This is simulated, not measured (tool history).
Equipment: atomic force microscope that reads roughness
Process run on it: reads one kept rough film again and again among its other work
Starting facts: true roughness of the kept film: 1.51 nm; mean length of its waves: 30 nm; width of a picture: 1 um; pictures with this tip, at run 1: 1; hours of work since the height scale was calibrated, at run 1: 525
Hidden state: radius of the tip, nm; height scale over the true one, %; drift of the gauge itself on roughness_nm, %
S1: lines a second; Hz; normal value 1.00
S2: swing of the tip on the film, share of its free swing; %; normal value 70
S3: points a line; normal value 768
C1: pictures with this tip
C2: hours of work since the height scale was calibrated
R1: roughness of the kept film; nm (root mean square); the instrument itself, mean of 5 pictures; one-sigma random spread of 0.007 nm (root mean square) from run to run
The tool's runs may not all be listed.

run 1 hour=0.0 | S1=1.00 S2=70 S3=768 | C1=1 C2=525 | R1=1.414
run 2 hour=24.7 | S1=1.00 S2=70 S3=768 | C1=43 C2=543 | R1=1.356
run 3 hour=40.7 | S1=1.00 S2=70 S3=768 | C1=70 C2=555 | R1=1.337
-- hour=53.2 new tip fitted
run 4 hour=69.8 | S1=1.00 S2=70 S3=768 | C1=29 C2=575 | R1=1.377
run 5 hour=87.7 | S1=1.00 S2=70 S3=768 | C1=59 C2=588 | R1=1.351
-- hour=105.7 new tip fitted
run 6 hour=114.1 | S1=1.00 S2=70 S3=768 | C1=14 C2=607 | R1=1.379
run 7 hour=137.5 | S1=1.00 S2=70 S3=768 | C1=54 C2=623 | R1=1.347
-- hour=159.9 new tip fitted
run 8 hour=171.5 | S1=1.00 S2=70 S3=768 | C1=20 C2=648 | R1=1.373
run 9 hour=190.1 | S1=1.00 S2=70 S3=768 | C1=52 C2=661 | R1=1.361
-- hour=213.4 new tip fitted
run 10 hour=215.1 | S1=1.00 S2=70 S3=768 | C1=3 C2=679 | R1=1.385
run 11 hour=245.8 | S1=1.00 S2=70 S3=768 | C1=55 C2=701 | R1=1.355
-- hour=266.9 new tip fitted
run 12 hour=267.9 | S1=1.00 S2=70 S3=768 | C1=2 C2=716 | R1=1.394
run 13 hour=300.8 | S1=1.00 S2=70 S3=768 | C1=58 C2=740 | R1=1.340
-- hour=320.5 new tip fitted
run 14 hour=331.8 | S1=1.00 S2=70 S3=768 | C1=19 C2=762 | R1=1.386
run 15 hour=349.6 | S1=1.00 S2=59 S3=768 | C1=50 C2=775 | R1=1.366
run 16 hour=365.0 | S1=0.56 S2=59 S3=768 | C1=77 C2=786 | R1=1.356
-- hour=374.9 new tip fitted
run 17 hour=390.1 | S1=2.89 S2=57 S3=475 | C1=26 C2=803 | R1=1.356
run 18 hour=410.5 | S1=1.86 S2=82 S3=598 | C1=61 C2=818 | R1=1.255
-- hour=428.2 new tip fitted
run 19 hour=433.5 | S1=2.05 S2=82 S3=639 | C1=9 C2=834 | R1=1.278
run 20 hour=457.9 | S1=1.45 S2=82 S3=285 | C1=51 C2=852 | R1=1.277
run 21 hour=473.1 | S1=1.00 S2=88 S3=702 | C1=78 C2=863 | R1=1.267
-- hour=480.1 new tip fitted
run 22 hour=496.6 | S1=1.28 S2=83 S3=702 | C1=28 C2=879 | R1=1.311
run 23 hour=512.1 | S1=1.28 S2=83 S3=702 | C1=55 C2=890 | R1=1.305
-- hour=533.6 new tip fitted
run 24 hour=539.7 | S1=1.28 S2=83 S3=506 | C1=10 C2=910 | R1=1.335
run 25 hour=568.1 | S1=1.28 S2=83 S3=506 | C1=59 C2=930 | R1=1.284
run 26 hour=583.7 | S1=1.00 S2=56 S3=424 | C1=86 C2=941 | R1=1.323
-- hour=585.8 new tip fitted
run 27 hour=611.8 | S1=1.12 S2=56 S3=556 | C1=44 C2=961 | R1=1.375
run 28 hour=633.9 | S1=1.12 S2=56 S3=556 | C1=82 C2=977 | R1=1.334
-- hour=638.6 new tip fitted
run 29 hour=657.6 | S1=1.12 S2=56 S3=556 | C1=33 C2=994 | R1=1.395
run 30 hour=674.4 | S1=1.12 S2=56 S3=556 | C1=62 C2=1006 | R1=1.354

Same runs, no hidden state in the tool, same run-to-run variation:
run=1 R1=1.430
run=2 R1=1.412
run=3 R1=1.419
run=4 R1=1.419
run=5 R1=1.419
run=6 R1=1.412
run=7 R1=1.417
run=8 R1=1.413
run=9 R1=1.430
run=10 R1=1.408
run=11 R1=1.427
run=12 R1=1.418
run=13 R1=1.410
run=14 R1=1.425
run=15 R1=1.433
run=16 R1=1.447
run=17 R1=1.406
run=18 R1=1.332
run=19 R1=1.308
run=20 R1=1.343
run=21 R1=1.358
run=22 R1=1.360
run=23 R1=1.379
run=24 R1=1.373
run=25 R1=1.365
run=26 R1=1.433
run=27 R1=1.444
run=28 R1=1.436
run=29 R1=1.453
run=30 R1=1.439

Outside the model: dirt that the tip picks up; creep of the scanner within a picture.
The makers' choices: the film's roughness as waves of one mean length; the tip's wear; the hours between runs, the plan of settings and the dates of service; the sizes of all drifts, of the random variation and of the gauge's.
